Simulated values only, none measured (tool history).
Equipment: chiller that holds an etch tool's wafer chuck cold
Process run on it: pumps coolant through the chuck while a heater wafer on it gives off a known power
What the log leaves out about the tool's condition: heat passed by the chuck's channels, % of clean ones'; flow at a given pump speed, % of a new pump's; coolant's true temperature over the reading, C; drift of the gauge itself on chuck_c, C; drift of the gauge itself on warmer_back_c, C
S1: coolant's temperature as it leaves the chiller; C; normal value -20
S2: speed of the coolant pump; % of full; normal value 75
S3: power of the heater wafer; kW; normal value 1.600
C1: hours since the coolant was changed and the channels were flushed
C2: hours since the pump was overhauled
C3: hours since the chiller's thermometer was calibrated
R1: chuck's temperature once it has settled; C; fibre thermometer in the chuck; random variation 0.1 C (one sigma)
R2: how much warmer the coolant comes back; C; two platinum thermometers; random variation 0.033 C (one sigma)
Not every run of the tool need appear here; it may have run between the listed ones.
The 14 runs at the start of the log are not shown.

Run 15, hour 1345.7: usual settings; C1 4263; C2 6088; C3 1661. Result: R1 -2.8 C, R2 4.71 C.
Run 16, hour 1462.9: usual settings but S3 0.810 kW; C1 4380; C2 6205; C3 1778. Result: R1 -11.2 C, R2 2.21 C.
Run 17, hour 1549.0: usual settings but S1 -15 C, S2 61 % of full, S3 1.301 kW; C1 4466; C2 6291; C3 1864. Result: R1 1.9 C, R2 4.67 C.
Run 18, hour 1671.2: usual settings but S1 -15 C, S2 61 % of full, S3 1.301 kW; C1 4588; C2 6413; C3 1986. Result: R1 2.0 C, R2 4.62 C.
Run 19, hour 1736.2: usual settings but S1 -14 C, S3 1.172 kW; C1 4653; C2 6478; C3 2051. Result: R1 -1.3 C, R2 3.34 C.
Run 20, hour 1847.6: usual settings but S1 -25 C, S2 61 % of full, S3 2.133 kW; C1 4765; C2 6589; C3 2163. Result: R1 2.5 C, R2 7.78 C.
Run 21, hour 1968.9: usual settings but S1 -25 C, S2 61 % of full, S3 2.133 kW; C1 4886; C2 6711; C3 2284. Result: R1 2.7 C, R2 7.77 C.
Run 22, hour 2054.5: usual settings but S1 -25 C, S2 74 % of full, S3 1.565 kW; C1 4972; C2 6796; C3 2370. Result: R1 -7.7 C, R2 4.53 C.
Run 23, hour 2154.5: usual settings but S1 -25 C, S2 61 % of full, S3 1.272 kW; C1 5071; C2 6896; C3 2470. Result: R1 -8.5 C, R2 4.50 C.
Run 24, hour 2210.6: usual settings but S2 97 % of full; C1 5128; C2 6953; C3 2526. Result: R1 -6.1 C, R2 3.37 C.
Run 25, hour 2263.6: usual settings but S1 -28 C, S2 86 % of full, S3 1.853 kW; C1 5181; C2 7006; C3 2579. Result: R1 -10.2 C, R2 4.61 C.
Run 26, hour 2326.4: usual settings but S1 -24 C, S2 76 % of full, S3 1.583 kW; C1 5243; C2 7068; C3 2641. Result: R1 -7.0 C, R2 4.44 C.

Forecast run 27:
Run 27, hour 2423.5: usual settings but S1 -25 C, S3 1.583 kW; C1 5340; C2 7165; C3 2739. Result: R1 ?, R2 ?.

R1: -8.0 C
R2: 4.46 C
Were there no unlogged condition in the tool, this run, its random variation unchanged, would have produced R1 -8.1 C, R2 4.84 C.
